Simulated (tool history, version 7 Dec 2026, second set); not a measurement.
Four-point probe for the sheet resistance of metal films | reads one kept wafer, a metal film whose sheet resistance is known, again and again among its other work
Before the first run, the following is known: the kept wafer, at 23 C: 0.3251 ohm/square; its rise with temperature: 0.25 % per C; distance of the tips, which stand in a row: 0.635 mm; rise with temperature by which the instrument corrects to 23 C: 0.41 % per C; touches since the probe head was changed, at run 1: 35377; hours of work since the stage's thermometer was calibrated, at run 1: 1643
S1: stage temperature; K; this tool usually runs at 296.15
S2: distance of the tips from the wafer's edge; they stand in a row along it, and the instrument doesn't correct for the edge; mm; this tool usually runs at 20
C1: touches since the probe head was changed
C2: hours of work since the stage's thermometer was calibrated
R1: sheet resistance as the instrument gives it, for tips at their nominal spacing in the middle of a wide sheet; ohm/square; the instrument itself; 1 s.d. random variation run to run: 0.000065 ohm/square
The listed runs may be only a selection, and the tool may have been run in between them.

run,day,S1,S2,C1,C2,R1
1,0.000,296.15,20,35377,1643,0.324148
2,1.817,296.15,20,36697,1663,0.324127
3,3.071,294.15,20,37608,1677,0.325189
4,3.908,294.15,20,38216,1686,0.325252
# day 4.083: stage's thermometer calibrated
5,5.425,296.15,20,39303,15,0.324171
6,6.375,300.15,10,39991,25,0.322685
7,7.533,296.15,44,40834,38,0.324015
8,9.271,299.15,59,42094,57,0.322463
9,10.804,301.15,38,43210,74,0.321411
10,12.233,303.15,49,44248,89,0.320293

Each row is a separate what-if for the run after 10, all from the same tool condition, not one after another. Results?
A,13.604,291.15,49,45243,104,?
B,13.604,305.15,6,45243,104,?
C,13.604,292.15,46,45243,104,?
D,13.604,294.15,30,45243,104,?

run,R1
A,0.326655
B,0.321352
C,0.326101
D,0.324970
Stripped of hidden state, with their random variation kept, the same runs would have yielded:
run,R1
A,0.327868
B,0.322565
C,0.327314
D,0.326182
